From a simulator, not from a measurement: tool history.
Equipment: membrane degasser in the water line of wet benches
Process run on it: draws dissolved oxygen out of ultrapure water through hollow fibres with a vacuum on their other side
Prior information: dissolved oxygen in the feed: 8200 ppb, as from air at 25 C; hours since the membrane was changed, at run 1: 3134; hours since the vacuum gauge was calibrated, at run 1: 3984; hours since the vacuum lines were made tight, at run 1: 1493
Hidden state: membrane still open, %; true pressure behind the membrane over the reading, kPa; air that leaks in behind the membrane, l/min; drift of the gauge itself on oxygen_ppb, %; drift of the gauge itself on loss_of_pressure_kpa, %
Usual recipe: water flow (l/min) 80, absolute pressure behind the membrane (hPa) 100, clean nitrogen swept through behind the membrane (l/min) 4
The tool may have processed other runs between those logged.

run,hour,water flow (l/min),absolute pressure behind the membrane (hPa),clean nitrogen swept through behind the membrane (l/min),hours since the membrane was changed,hours since the vacuum gauge was calibrated,hours since the vacuum lines were made tight,dissolved oxygen in the water behind the degasser (ppb),pressure that the water loses in the fibres (hPa)
1,0,80,100,4,3134,3984,1493,328.9,359
2,52.7,80,100,4,3187,4037,1545,323.9,359
3,134.5,80,100,4,3268,4118,1627,327.1,361
4,221.5,80,100,4.23,3355,4205,1714,308.3,359.4
5,342.5,80,100,4.23,3476,4326,1835,313.6,360.3
6,406.9,80,100,4.23,3541,4391,1900,313.6,357
7,490.1,80,100,4.23,3624,4474,1983,310.6,357.3
8,546.3,80,100,4.23,3680,4530,2039,304.9,358.7
9,607.3,80,100,4.23,3741,4591,2100,307.2,360.2
10,696.6,80,226,4,3831,4680,2189,808.2,356.9
11,755,80,226,4,3889,4739,2248,823.8,356
12,860.2,80,226,4,3994,4844,2353,824.7,357.6
# hour 872.1: vacuum gauge calibrated
13,929.9,80,100,4,4063,58,2422,327.8,357
14,1015.4,80,100,2.03,4149,143,2508,544.2,363.1
15,1104,104,127,2.03,4237,232,2596,932.9,466.4
16,1165.5,60,80,2.12,4299,293,2658,288.1,266.8
17,1262.2,80,156,7.01,4396,390,2754,344.7,361.4
18,1367.9,80,156,7.01,4501,496,2860,350,358
19,1480.6,80,156,7.01,4614,608,2973,354,357.6
20,1594.5,50,217,4.81,4728,722,3087,437.1,224.5
21,1716.4,57,108,10.79,4850,844,3209,100.2,251.6
22,1812.1,53,100,4,4946,940,3304,204,234.9
23,1901.5,53,100,4,5035,1029,3394,207.1,238.5
24,1954.3,80,121,4,5088,1082,3446,413.6,356.9
25,2014.6,80,228,4,5148,1142,3507,825.3,360.2
26,2077.5,116,235,2.76,5211,1205,3570,1537.4,515.6

The next listed run, before its measurement:
27,2134,80,100,9.31,5267,1262,3626,?,?

Run 27 produced dissolved oxygen in the water behind the degasser (ppb) 166.9, pressure that the water loses in the fibres (hPa) 360.1.
Had the tool carried no hidden state, the very same run would have given dissolved oxygen in the water behind the degasser (ppb) 166.7, pressure that the water loses in the fibres (hPa) 359.7.
